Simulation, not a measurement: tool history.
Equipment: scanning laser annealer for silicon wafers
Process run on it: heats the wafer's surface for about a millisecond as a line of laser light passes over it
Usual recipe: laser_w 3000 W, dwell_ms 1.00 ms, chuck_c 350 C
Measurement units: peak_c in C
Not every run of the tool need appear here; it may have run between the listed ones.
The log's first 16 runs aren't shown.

run 17 hour=602.6 | laser_w=3000 dwell_ms=1.02 chuck_c=350 | peak_c=1152
run 18 hour=635.7 | laser_w=3000 dwell_ms=1.00 chuck_c=339 | peak_c=1134
run 19 hour=689.9 | laser_w=3000 dwell_ms=1.00 chuck_c=339 | peak_c=1129
run 20 hour=717.8 | laser_w=3000 dwell_ms=1.00 chuck_c=339 | peak_c=1128
run 21 hour=774.0 | laser_w=2986 dwell_ms=0.77 chuck_c=357 | peak_c=1054
run 22 hour=816.4 | laser_w=3236 dwell_ms=0.73 chuck_c=350 | peak_c=1087
run 23 hour=873.5 | laser_w=3236 dwell_ms=0.73 chuck_c=350 | peak_c=1087
run 24 hour=901.0 | laser_w=2706 dwell_ms=0.91 chuck_c=350 | peak_c=1028
run 25 hour=924.5 | laser_w=2612 dwell_ms=0.91 chuck_c=350 | peak_c=1006
run 26 hour=974.3 | laser_w=3000 dwell_ms=1.01 chuck_c=387 | peak_c=1175
run 27 hour=1000.6 | laser_w=3000 dwell_ms=1.01 chuck_c=387 | peak_c=1171
run 28 hour=1057.9 | laser_w=3144 dwell_ms=1.10 chuck_c=387 | peak_c=1243
run 29 hour=1105.4 | laser_w=2971 dwell_ms=1.11 chuck_c=322 | peak_c=1134
run 30 hour=1143.8 | laser_w=3287 dwell_ms=0.89 chuck_c=312 | peak_c=1122
run 31 hour=1178.5 | laser_w=3287 dwell_ms=0.89 chuck_c=312 | peak_c=1125
run 32 hour=1219.0 | laser_w=3287 dwell_ms=1.20 chuck_c=356 | peak_c=1283
run 33 hour=1242.1 | laser_w=2937 dwell_ms=1.01 chuck_c=350 | peak_c=1117
run 34 hour=1269.7 | laser_w=2753 dwell_ms=0.74 chuck_c=350 | peak_c=974
run 35 hour=1320.1 | laser_w=3242 dwell_ms=0.75 chuck_c=386 | peak_c=1122
run 36 hour=1369.1 | laser_w=2911 dwell_ms=0.75 chuck_c=331 | peak_c=989
run 37 hour=1424.5 | laser_w=2802 dwell_ms=1.08 chuck_c=390 | peak_c=1138
run 38 hour=1479.8 | laser_w=2802 dwell_ms=1.08 chuck_c=390 | peak_c=1132
run 39 hour=1516.5 | laser_w=2846 dwell_ms=1.03 chuck_c=386 | peak_c=1124
run 40 hour=1550.7 | laser_w=3042 dwell_ms=1.11 chuck_c=334 | peak_c=1152

Consider 4 possible next runs. They are alternatives, not a sequence: every one starts from the tool as it was left by run 40. What does each give?
run A hour=1607.6 | laser_w=3112 dwell_ms=1.14 chuck_c=341 | peak_c=?
run B hour=1607.6 | laser_w=3000 dwell_ms=1.00 chuck_c=332 | peak_c=?
run C hour=1607.6 | laser_w=2754 dwell_ms=1.11 chuck_c=376 | peak_c=?
run D hour=1607.6 | laser_w=3000 dwell_ms=1.02 chuck_c=384 | peak_c=?

run=A peak_c=1188
run=B peak_c=1102
run=C peak_c=1117
run=D peak_c=1156
With no hidden state in the tool, these same runs would have given:
run=A peak_c=1239
run=B peak_c=1148
run=C peak_c=1161
run=D peak_c=1203
